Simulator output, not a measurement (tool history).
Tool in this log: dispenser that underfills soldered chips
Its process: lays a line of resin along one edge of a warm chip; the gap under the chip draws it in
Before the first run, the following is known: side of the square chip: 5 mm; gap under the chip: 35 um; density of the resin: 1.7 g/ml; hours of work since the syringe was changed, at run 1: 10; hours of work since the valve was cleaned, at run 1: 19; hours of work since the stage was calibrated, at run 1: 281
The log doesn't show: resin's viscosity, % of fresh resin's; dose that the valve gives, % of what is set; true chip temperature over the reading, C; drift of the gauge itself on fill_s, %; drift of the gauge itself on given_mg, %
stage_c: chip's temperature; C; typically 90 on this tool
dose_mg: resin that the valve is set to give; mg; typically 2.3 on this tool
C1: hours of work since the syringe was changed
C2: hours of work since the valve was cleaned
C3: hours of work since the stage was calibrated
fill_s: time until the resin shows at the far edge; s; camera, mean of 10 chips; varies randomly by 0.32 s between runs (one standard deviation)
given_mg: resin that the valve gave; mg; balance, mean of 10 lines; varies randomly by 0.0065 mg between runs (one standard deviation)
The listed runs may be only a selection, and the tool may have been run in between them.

run 1 hour=0 | stage_c=90 dose_mg=2.3 | C1=10 C2=19 C3=281 | fill_s=25.4 given_mg=2.267
-- hour=4 new syringe of resin
run 2 hour=14.1 | stage_c=90 dose_mg=2.3 | C1=6 C2=28 C3=289 | fill_s=19.2 given_mg=2.259
run 3 hour=21.2 | stage_c=90 dose_mg=2.02 | C1=11 C2=32 C3=294 | fill_s=28.1 given_mg=1.98
-- hour=24.3 new syringe of resin
run 4 hour=33.3 | stage_c=90 dose_mg=2.02 | C1=6 C2=39 C3=301 | fill_s=17.8 given_mg=1.97
run 5 hour=43.1 | stage_c=90 dose_mg=2.31 | C1=12 C2=45 C3=307 | fill_s=30 given_mg=2.251
-- hour=44.2 new syringe of resin
run 6 hour=53.7 | stage_c=90 dose_mg=2.31 | C1=6 C2=52 C3=313 | fill_s=18.4 given_mg=2.234
-- hour=57 dispensing valve cleaned and set on the balance
run 7 hour=61.6 | stage_c=90 dose_mg=2.92 | C1=10 C2=3 C3=318 | fill_s=26.1 given_mg=2.923
-- hour=65.9 new syringe of resin
run 8 hour=69.8 | stage_c=90 dose_mg=2.92 | C1=2 C2=8 C3=323 | fill_s=13.4 given_mg=2.907
run 9 hour=80.2 | stage_c=90 dose_mg=2.92 | C1=9 C2=14 C3=329 | fill_s=22.3 given_mg=2.905
-- hour=86.2 new syringe of resin
run 10 hour=88.6 | stage_c=77 dose_mg=2.32 | C1=1 C2=19 C3=334 | fill_s=22.6 given_mg=2.305
run 11 hour=98.5 | stage_c=97 dose_mg=2.21 | C1=8 C2=25 C3=340 | fill_s=15.9 given_mg=2.176
-- hour=106.4 new syringe of resin
run 12 hour=107.7 | stage_c=88 dose_mg=2.57 | C1=1 C2=31 C3=346 | fill_s=12.8 given_mg=2.527

Predict the results of run 13:
run 13 hour=115.3 | stage_c=79 dose_mg=2.35 | C1=6 C2=35 C3=350 | fill_s=? given_mg=?

{"run 13": {"fill_s": 29.2, "given_mg": 2.301}}
With no hidden state in the tool, this same run would have given fill_s 18.3 s, given_mg 2.352 mg.
